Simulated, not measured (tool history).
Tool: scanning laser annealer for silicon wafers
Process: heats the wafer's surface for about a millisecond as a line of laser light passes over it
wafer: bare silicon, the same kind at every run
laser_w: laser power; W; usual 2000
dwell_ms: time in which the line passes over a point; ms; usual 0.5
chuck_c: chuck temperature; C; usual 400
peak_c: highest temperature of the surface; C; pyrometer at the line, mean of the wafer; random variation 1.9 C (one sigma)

run,hour,laser_w,dwell_ms,chuck_c,peak_c
1,0,2000,0.5,400,1224
2,55.8,2000,0.5,400,1219
3,120.8,2000,0.5,400,1221
4,171.2,2000,0.5,400,1224
5,228.2,2000,0.5,400,1223
6,277.3,2000,0.5,400,1226
7,335.6,1992,0.5,400,1221
8,362.6,2000,0.435,400,1164
9,404.9,1894,0.435,400,1123
# hour 426.8: window over the wafer cleaned
10,441.4,1894,0.435,400,1124
11,489.5,1893,0.399,372,1063
12,522,1931,0.357,400,1071
13,554.8,1952,0.5,428,1230
14,583.7,1952,0.5,428,1227
15,637.7,1785,0.5,400,1129
16,679.7,2000,0.5,364,1186
17,742.1,2000,0.5,364,1190

5 ways to go on from here, each from the tool as it stands after run 17. What would each give?
A,797.9,1850,0.5,411,?
B,797.9,1734,0.5,373,?
C,797.9,1747,0.376,400,?
D,797.9,2000,0.5,389,?
E,797.9,1706,0.447,398,?

run,peak_c
A,1169
B,1077
C,1020
D,1212
E,1058
Without the tool's hidden state the same runs would have given:
run,peak_c
A,1169
B,1077
C,1020
D,1212
E,1058
